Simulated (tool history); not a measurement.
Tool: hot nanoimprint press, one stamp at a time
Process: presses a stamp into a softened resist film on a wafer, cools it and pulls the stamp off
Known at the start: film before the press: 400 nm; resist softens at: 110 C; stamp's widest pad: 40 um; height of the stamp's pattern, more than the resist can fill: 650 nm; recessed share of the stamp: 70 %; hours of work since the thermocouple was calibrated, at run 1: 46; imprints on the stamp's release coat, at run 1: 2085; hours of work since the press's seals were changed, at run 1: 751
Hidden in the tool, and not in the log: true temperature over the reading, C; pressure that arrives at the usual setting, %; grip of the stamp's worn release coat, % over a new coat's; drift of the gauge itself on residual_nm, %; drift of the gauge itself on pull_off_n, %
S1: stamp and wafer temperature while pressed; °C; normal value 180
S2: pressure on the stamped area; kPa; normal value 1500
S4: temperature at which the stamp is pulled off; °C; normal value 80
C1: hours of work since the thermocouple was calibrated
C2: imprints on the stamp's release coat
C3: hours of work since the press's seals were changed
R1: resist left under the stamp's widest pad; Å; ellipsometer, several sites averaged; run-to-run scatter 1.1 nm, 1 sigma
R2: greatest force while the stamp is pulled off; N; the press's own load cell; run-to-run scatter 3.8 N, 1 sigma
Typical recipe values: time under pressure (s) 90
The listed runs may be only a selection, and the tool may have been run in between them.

{"run": 1, "hour": 0.0, "S1": 180, "S2": 1500, "time under pressure (s)": 90, "S4": 80, "C1": 46, "C2": 2085, "C3": 751, "R1": 1627, "R2": 305}
{"run": 2, "hour": 26.4, "S1": 180, "S2": 1500, "time under pressure (s)": 90, "S4": 85, "C1": 65, "C2": 2203, "C3": 770, "R1": 1604, "R2": 290}
{"run": 3, "hour": 75.5, "S1": 180, "S2": 1500, "time under pressure (s)": 90, "S4": 85, "C1": 101, "C2": 2422, "C3": 806, "R1": 1608, "R2": 296}
{"hour": 102.1, "done": "stamp cleaned and given a new release coat"}
{"run": 4, "hour": 114.3, "S1": 180, "S2": 1500, "time under pressure (s)": 90, "S4": 85, "C1": 125, "C2": 55, "C3": 830, "R1": 1633, "R2": 173}
{"hour": 167.4, "done": "press's hydraulic seals changed and the load cell set to zero"}
{"run": 5, "hour": 171.7, "S1": 180, "S2": 1500, "time under pressure (s)": 90, "S4": 85, "C1": 161, "C2": 275, "C3": 3, "R1": 1588, "R2": 178}
{"run": 6, "hour": 213.5, "S1": 180, "S2": 1500, "time under pressure (s)": 90, "S4": 85, "C1": 191, "C2": 462, "C3": 34, "R1": 1596, "R2": 193}
{"run": 7, "hour": 268.2, "S1": 184, "S2": 1500, "time under pressure (s)": 90, "S4": 80, "C1": 231, "C2": 706, "C3": 73, "R1": 1368, "R2": 222}
{"run": 8, "hour": 300.8, "S1": 184, "S2": 1500, "time under pressure (s)": 90, "S4": 80, "C1": 255, "C2": 852, "C3": 97, "R1": 1378, "R2": 231}
{"run": 9, "hour": 357.0, "S1": 180, "S2": 1500, "time under pressure (s)": 90, "S4": 80, "C1": 296, "C2": 1103, "C3": 138, "R1": 1611, "R2": 243}
{"run": 10, "hour": 403.1, "S1": 186, "S2": 1500, "time under pressure (s)": 90, "S4": 80, "C1": 329, "C2": 1308, "C3": 172, "R1": 1302, "R2": 257}
{"run": 11, "hour": 431.7, "S1": 186, "S2": 1500, "time under pressure (s)": 127, "S4": 80, "C1": 350, "C2": 1436, "C3": 192, "R1": 1116, "R2": 256}
{"run": 12, "hour": 480.8, "S1": 186, "S2": 1500, "time under pressure (s)": 127, "S4": 70, "C1": 386, "C2": 1655, "C3": 228, "R1": 1119, "R2": 340}
{"hour": 498.4, "done": "plate thermocouple calibrated"}
{"run": 13, "hour": 513.3, "S1": 180, "S2": 1500, "time under pressure (s)": 90, "S4": 80, "C1": 11, "C2": 1787, "C3": 250, "R1": 1543, "R2": 294}
{"run": 14, "hour": 569.9, "S1": 180, "S2": 1500, "time under pressure (s)": 117, "S4": 80, "C1": 52, "C2": 2040, "C3": 291, "R1": 1419, "R2": 311}
{"run": 15, "hour": 627.9, "S1": 180, "S2": 1500, "time under pressure (s)": 117, "S4": 80, "C1": 94, "C2": 2299, "C3": 333, "R1": 1420, "R2": 331}
{"hour": 679.5, "done": "stamp cleaned and given a new release coat"}
{"run": 16, "hour": 690.3, "S1": 180, "S2": 1500, "time under pressure (s)": 117, "S4": 80, "C1": 135, "C2": 48, "C3": 374, "R1": 1428, "R2": 191}
{"run": 17, "hour": 732.5, "S1": 181, "S2": 1500, "time under pressure (s)": 130, "S4": 80, "C1": 166, "C2": 237, "C3": 405, "R1": 1324, "R2": 201}
{"run": 18, "hour": 765.5, "S1": 178, "S2": 1500, "time under pressure (s)": 81, "S4": 73, "C1": 190, "C2": 384, "C3": 429, "R1": 1810, "R2": 231}
{"run": 19, "hour": 809.8, "S1": 172, "S2": 1500, "time under pressure (s)": 65, "S4": 86, "C1": 223, "C2": 582, "C3": 461, "R1": 2430, "R2": 191}
{"run": 20, "hour": 864.1, "S1": 183, "S2": 1540, "time under pressure (s)": 101, "S4": 80, "C1": 262, "C2": 824, "C3": 501, "R1": 1346, "R2": 235}
{"run": 21, "hour": 890.6, "S1": 172, "S2": 1500, "time under pressure (s)": 90, "S4": 80, "C1": 281, "C2": 943, "C3": 520, "R1": 2249, "R2": 253}
{"run": 22, "hour": 931.1, "S1": 174, "S2": 1370, "time under pressure (s)": 90, "S4": 80, "C1": 311, "C2": 1124, "C3": 550, "R1": 2157, "R2": 253}
{"run": 23, "hour": 969.0, "S1": 176, "S2": 1790, "time under pressure (s)": 86, "S4": 86, "C1": 338, "C2": 1293, "C3": 577, "R1": 1816, "R2": 237}
{"run": 24, "hour": 1008.1, "S1": 176, "S2": 1840, "time under pressure (s)": 86, "S4": 68, "C1": 367, "C2": 1467, "C3": 606, "R1": 1811, "R2": 342}
{"hour": 1053.5, "done": "plate thermocouple calibrated"}
{"run": 25, "hour": 1069.3, "S1": 180, "S2": 1420, "time under pressure (s)": 90, "S4": 78, "C1": 11, "C2": 1727, "C3": 648, "R1": 1631, "R2": 299}
{"run": 26, "hour": 1107.7, "S1": 182, "S2": 1630, "time under pressure (s)": 134, "S4": 66, "C1": 39, "C2": 1898, "C3": 676, "R1": 1211, "R2": 377}
{"run": 27, "hour": 1131.1, "S1": 189, "S2": 2180, "time under pressure (s)": 90, "S4": 80, "C1": 57, "C2": 2003, "C3": 693, "R1": 932, "R2": 315}
{"run": 28, "hour": 1167.0, "S1": 189, "S2": 2180, "time under pressure (s)": 90, "S4": 80, "C1": 83, "C2": 2163, "C3": 719, "R1": 948, "R2": 318}
{"run": 29, "hour": 1194.1, "S1": 181, "S2": 1500, "time under pressure (s)": 90, "S4": 76, "C1": 102, "C2": 2284, "C3": 739, "R1": 1539, "R2": 353}
{"run": 30, "hour": 1235.4, "S1": 181, "S2": 1500, "time under pressure (s)": 90, "S4": 76, "C1": 132, "C2": 2468, "C3": 769, "R1": 1556, "R2": 361}
{"hour": 1249.0, "done": "stamp cleaned and given a new release coat"}
{"run": 31, "hour": 1268.0, "S1": 181, "S2": 1500, "time under pressure (s)": 90, "S4": 76, "C1": 152, "C2": 85, "C3": 788, "R1": 1566, "R2": 204}

Selected run-to-run steps in R1, each split into two signed amounts: the part the tool would show with no hidden state at all (from settings, incoming material and random variation), and the remainder, which goes to the hidden state together with any gauge scatter not common to the measured and the hidden-state-free results:
Run 4 -> 5: press's hydraulic seals changed and the load cell set to zero. R1 -45 Å: hidden state -39, all else -6.
Run 12 -> 13: S1 186 -> 180, time under pressure (s) 127 -> 90, S4 70 -> 80, plate thermocouple calibrated. R1 +424 Å: hidden state -54, all else +478.
Run 18 -> 19: S1 178 -> 172, time under pressure (s) 81 -> 65, S4 73 -> 86. R1 +620 Å: hidden state +20, all else +600.
Run 19 -> 20: S1 172 -> 183, S2 1500 -> 1540, time under pressure (s) 65 -> 101, S4 86 -> 80. R1 -1084 Å: hidden state -17, all else -1067.
Run 20 -> 21: S1 183 -> 172, S2 1540 -> 1500, time under pressure (s) 101 -> 90. R1 +903 Å: hidden state +36, all else +867.
Run 24 -> 25: S1 176 -> 180, S2 1840 -> 1420, time under pressure (s) 86 -> 90, S4 68 -> 78, plate thermocouple calibrated. R1 -180 Å: hidden state -87, all else -93.
